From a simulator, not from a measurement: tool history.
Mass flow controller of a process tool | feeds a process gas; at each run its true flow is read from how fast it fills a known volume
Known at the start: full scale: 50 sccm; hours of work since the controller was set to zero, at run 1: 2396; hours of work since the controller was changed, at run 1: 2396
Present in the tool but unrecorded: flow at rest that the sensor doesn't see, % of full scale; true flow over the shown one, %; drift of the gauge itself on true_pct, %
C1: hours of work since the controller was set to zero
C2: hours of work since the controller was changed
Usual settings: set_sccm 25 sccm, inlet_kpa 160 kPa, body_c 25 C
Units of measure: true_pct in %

{"run": 1, "day": 0.0, "set_sccm": 25, "inlet_kpa": 160, "body_c": 25, "C1": 2396, "C2": 2396, "true_pct": 99.97}
{"run": 2, "day": 4.396, "set_sccm": 25, "inlet_kpa": 142, "body_c": 25, "C1": 2465, "C2": 2465, "true_pct": 99.85}
{"run": 3, "day": 9.112, "set_sccm": 25, "inlet_kpa": 188, "body_c": 25, "C1": 2539, "C2": 2539, "true_pct": 100.22}
{"run": 4, "day": 13.804, "set_sccm": 25, "inlet_kpa": 160, "body_c": 25, "C1": 2612, "C2": 2612, "true_pct": 99.97}
{"run": 5, "day": 16.0, "set_sccm": 25, "inlet_kpa": 160, "body_c": 25, "C1": 2647, "C2": 2647, "true_pct": 100.04}
{"run": 6, "day": 18.9, "set_sccm": 25, "inlet_kpa": 160, "body_c": 25, "C1": 2692, "C2": 2692, "true_pct": 100.1}
{"run": 7, "day": 23.288, "set_sccm": 25, "inlet_kpa": 160, "body_c": 25, "C1": 2761, "C2": 2761, "true_pct": 100.19}
{"run": 8, "day": 27.25, "set_sccm": 9, "inlet_kpa": 160, "body_c": 25, "C1": 2823, "C2": 2823, "true_pct": 102.47}
{"run": 9, "day": 30.1, "set_sccm": 9, "inlet_kpa": 160, "body_c": 25, "C1": 2868, "C2": 2868, "true_pct": 102.46}
{"run": 10, "day": 33.079, "set_sccm": 9, "inlet_kpa": 160, "body_c": 25, "C1": 2914, "C2": 2914, "true_pct": 102.45}
{"run": 11, "day": 36.871, "set_sccm": 25, "inlet_kpa": 160, "body_c": 25, "C1": 2974, "C2": 2974, "true_pct": 100.13}
{"run": 12, "day": 40.879, "set_sccm": 25, "inlet_kpa": 160, "body_c": 25, "C1": 3037, "C2": 3037, "true_pct": 100.15}
{"run": 13, "day": 45.562, "set_sccm": 5, "inlet_kpa": 229, "body_c": 25, "C1": 3110, "C2": 3110, "true_pct": 106.44}
{"run": 14, "day": 49.392, "set_sccm": 5, "inlet_kpa": 229, "body_c": 25, "C1": 3170, "C2": 3170, "true_pct": 106.77}
{"run": 15, "day": 52.958, "set_sccm": 5, "inlet_kpa": 229, "body_c": 25, "C1": 3226, "C2": 3226, "true_pct": 106.87}
{"run": 16, "day": 57.317, "set_sccm": 10, "inlet_kpa": 142, "body_c": 25, "C1": 3294, "C2": 3294, "true_pct": 102.49}
{"run": 17, "day": 62.271, "set_sccm": 25, "inlet_kpa": 187, "body_c": 39, "C1": 3372, "C2": 3372, "true_pct": 98.64}
{"run": 18, "day": 65.471, "set_sccm": 25, "inlet_kpa": 160, "body_c": 29, "C1": 3422, "C2": 3422, "true_pct": 99.88}
{"run": 19, "day": 68.229, "set_sccm": 25, "inlet_kpa": 160, "body_c": 29, "C1": 3465, "C2": 3465, "true_pct": 99.77}
{"run": 20, "day": 72.488, "set_sccm": 27, "inlet_kpa": 142, "body_c": 27, "C1": 3532, "C2": 3532, "true_pct": 99.9}
{"run": 21, "day": 77.238, "set_sccm": 27, "inlet_kpa": 211, "body_c": 27, "C1": 3606, "C2": 3606, "true_pct": 100.21}
{"run": 22, "day": 81.817, "set_sccm": 27, "inlet_kpa": 211, "body_c": 27, "C1": 3678, "C2": 3678, "true_pct": 100.32}
{"run": 23, "day": 86.379, "set_sccm": 27, "inlet_kpa": 211, "body_c": 27, "C1": 3750, "C2": 3750, "true_pct": 100.3}
{"run": 24, "day": 90.038, "set_sccm": 7, "inlet_kpa": 160, "body_c": 25, "C1": 3807, "C2": 3807, "true_pct": 105.1}

4 options for the next run, each taken on its own from the tool as it stands now. Forecast them:
{"run": "A", "day": 93.625, "set_sccm": 7, "inlet_kpa": 264, "body_c": 24, "C1": 3863, "C2": 3863, "true_pct": "?"}
{"run": "B", "day": 93.625, "set_sccm": 7, "inlet_kpa": 234, "body_c": 28, "C1": 3863, "C2": 3863, "true_pct": "?"}
{"run": "C", "day": 93.625, "set_sccm": 21, "inlet_kpa": 158, "body_c": 32, "C1": 3863, "C2": 3863, "true_pct": "?"}
{"run": "D", "day": 93.625, "set_sccm": 20, "inlet_kpa": 219, "body_c": 25, "C1": 3863, "C2": 3863, "true_pct": "?"}

run=A true_pct=105.93
run=B true_pct=105.35
run=C true_pct=99.79
run=D true_pct=101.04
Stripped of hidden state, with their random variation kept, the same runs would have yielded:
run=A true_pct=99.41
run=B true_pct=98.82
run=C true_pct=98.14
run=D true_pct=99.26
